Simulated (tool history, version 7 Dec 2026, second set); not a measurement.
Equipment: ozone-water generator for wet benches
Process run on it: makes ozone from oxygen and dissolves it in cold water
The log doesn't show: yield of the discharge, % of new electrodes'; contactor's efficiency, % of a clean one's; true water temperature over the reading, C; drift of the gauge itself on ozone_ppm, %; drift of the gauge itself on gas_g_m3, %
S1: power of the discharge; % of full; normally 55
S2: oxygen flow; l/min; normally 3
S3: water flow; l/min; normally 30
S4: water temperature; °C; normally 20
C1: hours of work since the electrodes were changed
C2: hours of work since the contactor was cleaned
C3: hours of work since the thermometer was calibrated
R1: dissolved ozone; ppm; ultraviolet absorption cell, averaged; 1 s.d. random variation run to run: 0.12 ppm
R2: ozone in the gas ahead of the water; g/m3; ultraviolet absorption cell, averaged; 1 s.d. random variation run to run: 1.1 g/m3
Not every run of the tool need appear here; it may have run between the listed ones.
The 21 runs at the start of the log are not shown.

run 22 hour=1970.5 | S1=70 S2=2.61 S3=24 S4=18 | C1=2294 C2=5101 C3=2960 | R1=15.1 R2=241.9
run 23 hour=2050.2 | S1=80 S2=1.7 S3=30 S4=23 | C1=2369 C2=5176 C3=3035 | R1=11.5 R2=337.1
run 24 hour=2131.8 | S1=80 S2=1.7 S3=18 S4=16 | C1=2445 C2=5253 C3=3112 | R1=20.4 R2=334.7
run 25 hour=2208.3 | S1=91 S2=3 S3=28 S4=20 | C1=2517 C2=5325 C3=3183 | R1=15.5 R2=264.1
run 26 hour=2264.1 | S1=44 S2=4.27 S3=35 S4=21 | C1=2569 C2=5377 C3=3236 | R1=8 R2=132.3
-- hour=2323.5 contactor cleaned
run 27 hour=2323.5 | S1=89 S2=3.78 S3=34 S4=21 | C1=2622 C2=0 C3=3288 | R1=13.9 R2=230.5
run 28 hour=2377.2 | S1=54 S2=3 S3=30 S4=15 | C1=2672 C2=50 C3=3338 | R1=11.6 R2=185.6
run 29 hour=2473.1 | S1=55 S2=3 S3=30 S4=14 | C1=2762 C2=140 C3=3428 | R1=11.4 R2=185.9
run 30 hour=2577.1 | S1=46 S2=1.99 S3=30 S4=14 | C1=2860 C2=238 C3=3526 | R1=9.2 R2=207.8
run 31 hour=2641.8 | S1=81 S2=3.02 S3=28 S4=16 | C1=2921 C2=299 C3=3587 | R1=15.6 R2=241.8
run 32 hour=2695.8 | S1=55 S2=2.99 S3=22 S4=13 | C1=2971 C2=350 C3=3638 | R1=15.5 R2=186.5
-- hour=2743.1 water thermometer calibrated
run 33 hour=2771 | S1=55 S2=2.99 S3=22 S4=13 | C1=3042 C2=420 C3=26 | R1=15.7 R2=186.6
run 34 hour=2886.4 | S1=55 S2=2.99 S3=22 S4=13 | C1=3150 C2=528 C3=135 | R1=15.6 R2=185.6

3 ways to go on from here, each from the tool as it stands after run 34. What would each give?
run A hour=2968.6 | S1=55 S2=2.17 S3=39 S4=15 | C1=3227 C2=606 C3=212 | R1=? R2=?
run B hour=2968.6 | S1=55 S2=2.99 S3=22 S4=22 | C1=3227 C2=606 C3=212 | R1=? R2=?
run C hour=2968.6 | S1=55 S2=4.26 S3=31 S4=20 | C1=3227 C2=606 C3=212 | R1=? R2=?

run=A R1=7.8 R2=221.4
run=B R1=14.4 R2=186.5
run=C R1=11 R2=153
Take away the tool's hidden state, keep each run's random variation, and the runs would have read:
run=A R1=8.5 R2=237.7
run=B R1=15.5 R2=200.2
run=C R1=12 R2=164.2
